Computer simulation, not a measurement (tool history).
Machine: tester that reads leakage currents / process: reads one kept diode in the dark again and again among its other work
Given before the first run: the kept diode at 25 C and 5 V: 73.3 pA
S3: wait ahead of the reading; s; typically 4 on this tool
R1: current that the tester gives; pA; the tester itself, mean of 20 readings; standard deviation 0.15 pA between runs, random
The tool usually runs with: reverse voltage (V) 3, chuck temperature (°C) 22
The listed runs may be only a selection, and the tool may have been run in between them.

Run 1, day 0: usual settings. Result: R1 48.07 pA.
Run 2, day 4.096: usual settings. Result: R1 48.46 pA.
Run 3, day 6.525: usual settings but S3 2.99 s. Result: R1 48.43 pA.
Run 4, day 8.346: usual settings but S3 2.99 s. Result: R1 48.86 pA.
Run 5, day 10.962: usual settings but S3 2.99 s. Result: R1 48.9 pA.
Run 6, day 12.762: usual settings but S3 2.99 s. Result: R1 48.83 pA.
Run 7, day 16.683: usual settings but S3 2.99 s. Result: R1 49.29 pA.
Run 8, day 18.933: usual settings but S3 2.99 s. Result: R1 49.4 pA.
Run 9, day 21.162: usual settings but reverse voltage (V) 14.21, S3 2.99 s. Result: R1 86.8 pA.
Run 10, day 25.129: usual settings but reverse voltage (V) 14.21, S3 2.99 s. Result: R1 87.64 pA.
Run 11, day 27.546: usual settings but reverse voltage (V) 14.21, S3 2.99 s. Result: R1 88.89 pA.
Run 12, day 29.362: usual settings but reverse voltage (V) 14.21, S3 2.99 s. Result: R1 88.83 pA.
Run 13, day 31.942: usual settings but reverse voltage (V) 14.21, S3 2.99 s. Result: R1 89.91 pA.
Run 14, day 34.529: usual settings. Result: R1 50.44 pA.
Run 15, day 37.088: usual settings. Result: R1 50.31 pA.
Run 16, day 39.904: usual settings. Result: R1 50.58 pA.
Run 17, day 42.096: usual settings. Result: R1 50.72 pA.
Run 18, day 44.546: usual settings. Result: R1 50.86 pA.
Run 19, day 48.312: usual settings but reverse voltage (V) 1.09, S3 6.68 s. Result: R1 35.76 pA.
Run 20, day 51.783: usual settings but S3 0.51 s. Result: R1 53 pA.
Run 21, day 54.196: usual settings but S3 0.51 s. Result: R1 52.97 pA.
Run 22, day 56.15: usual settings but reverse voltage (V) 5.04, chuck temperature (°C) 34, S3 0.85 s. Result: R1 155.92 pA.
Run 23, day 60: usual settings but reverse voltage (V) 2.58, chuck temperature (°C) 25, S3 0.41 s. Result: R1 63.63 pA.
Run 24, day 62.779: usual settings but reverse voltage (V) 13.33, chuck temperature (°C) 54, S3 0.64 s. Result: R1 883.5 pA.
Run 25, day 66.029: usual settings but reverse voltage (V) 5.64, chuck temperature (°C) 54, S3 0.64 s. Result: R1 657.07 pA.
Run 26, day 69.121: usual settings but reverse voltage (V) 5.64, chuck temperature (°C) 54, S3 0.64 s. Result: R1 655.56 pA.
Run 27, day 72.046: usual settings but reverse voltage (V) 5.64, chuck temperature (°C) 54, S3 0.64 s. Result: R1 657.95 pA.
Run 28, day 76: usual settings but reverse voltage (V) 5.64, chuck temperature (°C) 54, S3 0.64 s. Result: R1 673.86 pA.
Run 29, day 79.488: usual settings but reverse voltage (V) 5.64, chuck temperature (°C) 54, S3 0.64 s. Result: R1 674.77 pA.
Run 30, day 81.333: usual settings but chuck temperature (°C) 26, S3 1.21 s. Result: R1 74.2 pA.
Run 31, day 85.004: usual settings but reverse voltage (V) 16.44, chuck temperature (°C) 56, S3 1.26 s. Result: R1 1104.64 pA.
Run 32, day 87.421: usual settings but reverse voltage (V) 10.07, S3 1.01 s. Result: R1 92.79 pA.
Run 33, day 89.746: usual settings but reverse voltage (V) 10.07, S3 1.01 s. Result: R1 93.54 pA.
Run 34, day 92.383: usual settings but reverse voltage (V) 1.8, chuck temperature (°C) 42, S3 1.01 s. Result: R1 202.94 pA.
Run 35, day 95.221: usual settings but reverse voltage (V) 2.19. Result: R1 49.13 pA.
Run 36, day 96.996: usual settings but S3 0.76 s. Result: R1 56.49 pA.

Between the runs listed above, the log contained 1 entry, not reproduced here. Where in the sequence does each belong, and how does what the log doesn't record of the tool's condition differ from the listed run before to the listed run after?
Runs 27 to 28: tester calibrated (day 74.458)
  stray current of the dirty probe card, pA a volt: 1.38 -> 1.454; current scale over the true one, %: -2.21 -> -0.29; true chuck temperature over the reading, C: 0.29 -> 0.31
  measured value less the no-hidden-state value, R1: +5.6 -> +19.82 pA
